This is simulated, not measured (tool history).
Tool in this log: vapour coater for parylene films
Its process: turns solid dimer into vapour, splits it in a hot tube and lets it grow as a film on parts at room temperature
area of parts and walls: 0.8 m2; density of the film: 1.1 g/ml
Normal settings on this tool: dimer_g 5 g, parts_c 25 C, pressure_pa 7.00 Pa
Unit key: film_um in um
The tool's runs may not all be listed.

{"run": 1, "day": 0.0, "dimer_g": 5, "parts_c": 25, "pressure_pa": 7.0, "film_um": 2.85}
{"run": 2, "day": 1.85, "dimer_g": 5, "parts_c": 25, "pressure_pa": 7.0, "film_um": 2.84}
{"run": 3, "day": 3.212, "dimer_g": 5, "parts_c": 25, "pressure_pa": 7.0, "film_um": 2.79}
{"run": 4, "day": 4.308, "dimer_g": 5, "parts_c": 25, "pressure_pa": 7.0, "film_um": 2.87}
{"run": 5, "day": 5.904, "dimer_g": 5, "parts_c": 25, "pressure_pa": 7.0, "film_um": 2.84}
{"run": 6, "day": 7.7, "dimer_g": 5, "parts_c": 25, "pressure_pa": 7.0, "film_um": 2.86}
{"run": 7, "day": 9.888, "dimer_g": 5, "parts_c": 34, "pressure_pa": 7.0, "film_um": 2.37}
{"run": 8, "day": 11.646, "dimer_g": 5, "parts_c": 34, "pressure_pa": 7.0, "film_um": 2.37}
{"run": 9, "day": 13.179, "dimer_g": 5, "parts_c": 34, "pressure_pa": 7.0, "film_um": 2.36}
{"run": 10, "day": 15.442, "dimer_g": 5, "parts_c": 34, "pressure_pa": 7.0, "film_um": 2.38}
{"run": 11, "day": 16.571, "dimer_g": 5, "parts_c": 34, "pressure_pa": 7.0, "film_um": 2.36}
{"run": 12, "day": 17.983, "dimer_g": 5, "parts_c": 34, "pressure_pa": 7.0, "film_um": 2.36}
{"run": 13, "day": 19.396, "dimer_g": 2, "parts_c": 25, "pressure_pa": 7.0, "film_um": 1.16}
{"run": 14, "day": 21.046, "dimer_g": 2, "parts_c": 25, "pressure_pa": 7.0, "film_um": 1.13}
{"run": 15, "day": 22.671, "dimer_g": 2, "parts_c": 25, "pressure_pa": 7.0, "film_um": 1.14}
{"run": 16, "day": 23.975, "dimer_g": 2, "parts_c": 25, "pressure_pa": 7.0, "film_um": 1.17}
{"run": 17, "day": 24.942, "dimer_g": 5, "parts_c": 25, "pressure_pa": 7.0, "film_um": 2.9}
{"run": 18, "day": 27.133, "dimer_g": 5, "parts_c": 25, "pressure_pa": 7.0, "film_um": 2.84}
{"run": 19, "day": 29.358, "dimer_g": 5, "parts_c": 34, "pressure_pa": 10.69, "film_um": 2.24}
{"run": 20, "day": 30.742, "dimer_g": 5, "parts_c": 25, "pressure_pa": 4.57, "film_um": 3.0}
{"run": 21, "day": 31.796, "dimer_g": 2, "parts_c": 25, "pressure_pa": 2.88, "film_um": 1.27}
{"run": 22, "day": 33.7, "dimer_g": 3, "parts_c": 20, "pressure_pa": 5.71, "film_um": 1.94}
{"run": 23, "day": 35.846, "dimer_g": 4, "parts_c": 20, "pressure_pa": 5.71, "film_um": 2.63}
{"run": 24, "day": 37.2, "dimer_g": 5, "parts_c": 20, "pressure_pa": 10.63, "film_um": 3.04}
{"run": 25, "day": 38.271, "dimer_g": 5, "parts_c": 29, "pressure_pa": 9.75, "film_um": 2.53}
{"run": 26, "day": 40.396, "dimer_g": 5, "parts_c": 29, "pressure_pa": 9.75, "film_um": 2.53}
{"run": 27, "day": 41.512, "dimer_g": 5, "parts_c": 29, "pressure_pa": 9.75, "film_um": 2.5}
{"run": 28, "day": 43.033, "dimer_g": 5, "parts_c": 18, "pressure_pa": 2.76, "film_um": 3.79}
{"run": 29, "day": 45.171, "dimer_g": 5, "parts_c": 18, "pressure_pa": 2.76, "film_um": 3.72}
{"run": 30, "day": 46.692, "dimer_g": 3, "parts_c": 17, "pressure_pa": 7.0, "film_um": 2.05}
{"run": 31, "day": 48.875, "dimer_g": 5, "parts_c": 25, "pressure_pa": 7.0, "film_um": 2.86}
{"run": 32, "day": 50.925, "dimer_g": 3, "parts_c": 20, "pressure_pa": 6.2, "film_um": 1.95}
{"run": 33, "day": 52.433, "dimer_g": 3, "parts_c": 20, "pressure_pa": 6.2, "film_um": 1.94}

Put back what was entered between runs (2 entries, withheld): which listed runs does each sit between, and how does the hidden state differ from the listed run before to the listed run after?
From run 8 to run 9: trap's valve overhauled (day 13.012)
  vapour lost through the trap's worn valve, %: 0.4 -> 0
From run 21 to run 22: trap's valve overhauled (day 33.083)
  vapour lost through the trap's worn valve, %: 0.4 -> 0
